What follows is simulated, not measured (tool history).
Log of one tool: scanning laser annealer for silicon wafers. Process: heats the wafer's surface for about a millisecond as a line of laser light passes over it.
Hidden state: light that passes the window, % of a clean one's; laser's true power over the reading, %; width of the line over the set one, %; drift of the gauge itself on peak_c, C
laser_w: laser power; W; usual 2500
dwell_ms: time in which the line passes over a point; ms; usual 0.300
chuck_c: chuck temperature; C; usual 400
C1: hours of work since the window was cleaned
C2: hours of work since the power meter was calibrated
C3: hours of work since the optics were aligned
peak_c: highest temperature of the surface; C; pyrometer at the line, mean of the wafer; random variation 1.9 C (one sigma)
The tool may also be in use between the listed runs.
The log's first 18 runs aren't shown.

run 19 hour=144.5 | laser_w=2500 dwell_ms=0.300 chuck_c=433 | C1=346 C2=131 C3=858 | peak_c=1206
run 20 hour=154.4 | laser_w=2448 dwell_ms=0.300 chuck_c=400 | C1=350 C2=135 C3=863 | peak_c=1151
run 21 hour=160.5 | laser_w=2448 dwell_ms=0.300 chuck_c=400 | C1=353 C2=138 C3=865 | peak_c=1147
run 22 hour=167.7 | laser_w=2234 dwell_ms=0.351 chuck_c=404 | C1=356 C2=141 C3=868 | peak_c=1128
run 23 hour=175.1 | laser_w=2234 dwell_ms=0.351 chuck_c=404 | C1=359 C2=144 C3=872 | peak_c=1127
run 24 hour=180.2 | laser_w=2540 dwell_ms=0.276 chuck_c=404 | C1=361 C2=146 C3=874 | peak_c=1162
run 25 hour=185.4 | laser_w=2579 dwell_ms=0.300 chuck_c=408 | C1=364 C2=148 C3=876 | peak_c=1217
run 26 hour=192.7 | laser_w=2579 dwell_ms=0.300 chuck_c=408 | C1=367 C2=151 C3=879 | peak_c=1209
run 27 hour=202.4 | laser_w=2706 dwell_ms=0.332 chuck_c=427 | C1=371 C2=156 C3=883 | peak_c=1334
run 28 hour=211.3 | laser_w=2706 dwell_ms=0.332 chuck_c=427 | C1=375 C2=159 C3=887 | peak_c=1337
run 29 hour=217.7 | laser_w=2500 dwell_ms=0.257 chuck_c=434 | C1=378 C2=162 C3=890 | peak_c=1146
run 30 hour=225.6 | laser_w=2356 dwell_ms=0.262 chuck_c=396 | C1=381 C2=166 C3=893 | peak_c=1059
run 31 hour=232.4 | laser_w=2356 dwell_ms=0.262 chuck_c=396 | C1=384 C2=168 C3=896 | peak_c=1055
run 32 hour=240.1 | laser_w=2555 dwell_ms=0.246 chuck_c=404 | C1=387 C2=172 C3=900 | peak_c=1120

Forecast each of these 4 alternatives for the next run:
run A hour=248.8 | laser_w=2524 dwell_ms=0.328 chuck_c=369 | C1=391 C2=176 C3=903 | peak_c=?
run B hour=248.8 | laser_w=2333 dwell_ms=0.283 chuck_c=403 | C1=391 C2=176 C3=903 | peak_c=?
run C hour=248.8 | laser_w=2500 dwell_ms=0.338 chuck_c=426 | C1=391 C2=176 C3=903 | peak_c=?
run D hour=248.8 | laser_w=2500 dwell_ms=0.221 chuck_c=363 | C1=391 C2=176 C3=903 | peak_c=?

run=A peak_c=1190
run=B peak_c=1087
run=C peak_c=1248
run=D peak_c=1014
Without the tool's hidden state the same runs would have given:
run=A peak_c=1191
run=B peak_c=1087
run=C peak_c=1249
run=D peak_c=1015
